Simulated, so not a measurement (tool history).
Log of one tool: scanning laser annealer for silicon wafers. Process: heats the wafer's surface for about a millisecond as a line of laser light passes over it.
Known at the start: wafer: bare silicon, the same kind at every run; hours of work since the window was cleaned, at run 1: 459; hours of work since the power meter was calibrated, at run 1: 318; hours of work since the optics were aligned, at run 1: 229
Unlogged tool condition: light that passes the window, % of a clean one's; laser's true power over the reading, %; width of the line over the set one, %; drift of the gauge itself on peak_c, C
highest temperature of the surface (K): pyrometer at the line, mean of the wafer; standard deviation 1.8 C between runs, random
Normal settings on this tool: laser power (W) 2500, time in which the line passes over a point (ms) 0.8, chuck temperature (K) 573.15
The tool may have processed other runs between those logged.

run	hour	laser power (W)	time in which the line passes over a point (ms)	chuck temperature (K)	hours of work since the window was cleaned	hours of work since the power meter was calibrated	hours of work since the optics were aligned	highest temperature of the surface (K)
1	0	2500	0.8	573.15	459	318	229	1320.15
2	37	2500	0.8	568.15	479	338	248	1311.15
3	53.9	2500	0.8	568.15	487	346	257	1312.15
4	94	2500	0.8	568.15	508	367	278	1310.15
5	126.3	2500	0.8	568.15	525	384	295	1309.15
6	164.6	2500	0.8	573.15	545	404	315	1316.15
7	185.5	2500	0.8	573.15	556	415	326	1314.15
8	218.6	2500	0.887	573.15	573	432	343	1347.15
9	237.9	2500	0.8	573.15	584	443	353	1315.15
10	259.3	2500	0.8	573.15	595	454	364	1314.15
11	278	2500	0.917	573.15	604	464	374	1362.15
12	315.1	2500	0.917	573.15	624	483	393	1363.15
13	340	2500	0.917	573.15	637	496	406	1363.15
14	366.9	2500	0.917	573.15	651	510	421	1359.15
15	390.6	2300	0.917	573.15	663	522	433	1301.15
16	427.1	2300	0.917	573.15	682	541	452	1302.15
17	462.8	2300	0.917	573.15	701	560	471	1300.15
18	500.7	2500	0.8	573.15	721	580	490	1310.15
19	521	2500	0.8	573.15	731	591	501	1309.15
20	561.2	2500	0.8	573.15	752	611	522	1312.15
21	584	2500	0.8	573.15	764	623	534	1312.15
22	616.3	2500	0.863	573.15	781	640	551	1338.15
23	644.7	2500	0.565	573.15	796	655	566	1197.15
24	682.2	2500	0.565	573.15	816	675	585	1197.15
25	700.1	2500	0.565	573.15	825	684	595	1196.15
26	738.2	2533	0.565	573.15	845	704	614	1207.15
27	775.3	2533	0.565	573.15	864	723	634	1208.15
28	792.3	2533	0.565	573.15	873	732	643	1208.15
29	813.2	2533	0.891	582.15	884	743	654	1363.15
# hour 820.8: window over the wafer cleaned
30	852.5	2520	0.704	579.15	17	763	673	1285.15
31	875.8	2579	0.8	573.15	29	775	685	1344.15
32	913.7	2168	0.632	599.15	49	795	705	1183.15
33	939.8	2209	0.8	583.15	62	808	719	1246.15
34	973.8	2731	0.8	545.15	80	826	737	1355.15
35	999.3	2731	0.8	545.15	93	839	750	1354.15
36	1024	2731	0.8	545.15	106	852	763	1350.15
37	1050.2	2450	0.932	597.15	120	866	776	1381.15
38	1089.6	2450	0.932	597.15	140	887	797	1383.15
39	1107.3	2450	0.932	597.15	150	896	806	1378.15
40	1138.1	2547	0.854	573.15	166	912	822	1351.15
41	1175.7	2547	0.854	573.15	185	932	842	1351.15
42	1208.2	2547	0.854	586.15	202	949	859	1362.15

Selected run-to-run steps in highest temperature of the surface (K), each split into two signed amounts: the part the tool would show with no hidden state at all (from settings, incoming material and random variation), and the remainder, which goes to the hidden state together with any gauge scatter not common to the measured and the hidden-state-free results:
Run 22 -> 23: time in which the line passes over a point (ms) 0.863 -> 0.565. highest temperature of the surface (K) -141: hidden state +3, all else -144.
Run 28 -> 29: time in which the line passes over a point (ms) 0.565 -> 0.891, chuck temperature (K) 573.15 -> 582.15. highest temperature of the surface (K) +155: hidden state -5, all else +160.
Run 29 -> 30: laser power (W) 2533 -> 2520, time in which the line passes over a point (ms) 0.891 -> 0.704, chuck temperature (K) 582.15 -> 579.15, window over the wafer cleaned. highest temperature of the surface (K) -78: hidden state +15, all else -93.
Run 31 -> 32: laser power (W) 2579 -> 2168, time in which the line passes over a point (ms) 0.8 -> 0.632, chuck temperature (K) 573.15 -> 599.15. highest temperature of the surface (K) -161: hidden state +3, all else -164.
